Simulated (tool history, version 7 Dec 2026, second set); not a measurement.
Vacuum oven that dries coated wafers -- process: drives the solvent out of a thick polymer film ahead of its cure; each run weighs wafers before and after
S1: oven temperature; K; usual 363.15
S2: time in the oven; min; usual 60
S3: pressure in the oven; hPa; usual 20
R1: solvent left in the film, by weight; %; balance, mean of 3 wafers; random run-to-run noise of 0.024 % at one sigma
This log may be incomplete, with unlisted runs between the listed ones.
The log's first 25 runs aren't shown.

run 26 day=13.133 | S1=366.15 S2=82 S3=47.3 | R1=7.66
run 27 day=13.608 | S1=366.15 S2=75 S3=47.3 | R1=7.89
run 28 day=14.058 | S1=366.15 S2=75 S3=32.4 | R1=6.13
run 29 day=14.725 | S1=363.15 S2=30 S3=74.8 | R1=13.81
run 30 day=15.171 | S1=363.15 S2=79 S3=19.9 | R1=5.35
run 31 day=15.608 | S1=357.15 S2=30 S3=37.4 | R1=12.27
run 32 day=15.925 | S1=354.15 S2=60 S3=71.7 | R1=16.03
run 33 day=16.362 | S1=351.15 S2=35 S3=27.5 | R1=12.48
run 34 day=17.012 | S1=351.15 S2=68 S3=62.8 | R1=15.95

4 options for the next run, each taken on its own from the tool as it stands now. Forecast them:
run A day=17.517 | S1=363.15 S2=60 S3=36.2 | R1=?
run B day=17.517 | S1=374.15 S2=67 S3=62.8 | R1=?
run C day=17.517 | S1=374.15 S2=60 S3=20 | R1=?
run D day=17.517 | S1=358.15 S2=35 S3=62.8 | R1=?

run=A R1=8.23
run=B R1=7.26
run=C R1=3.8
run=D R1=14.12
With no hidden state in the tool, these same runs would have given:
run=A R1=7.98
run=B R1=7.1
run=C R1=3.58
run=D R1=13.94
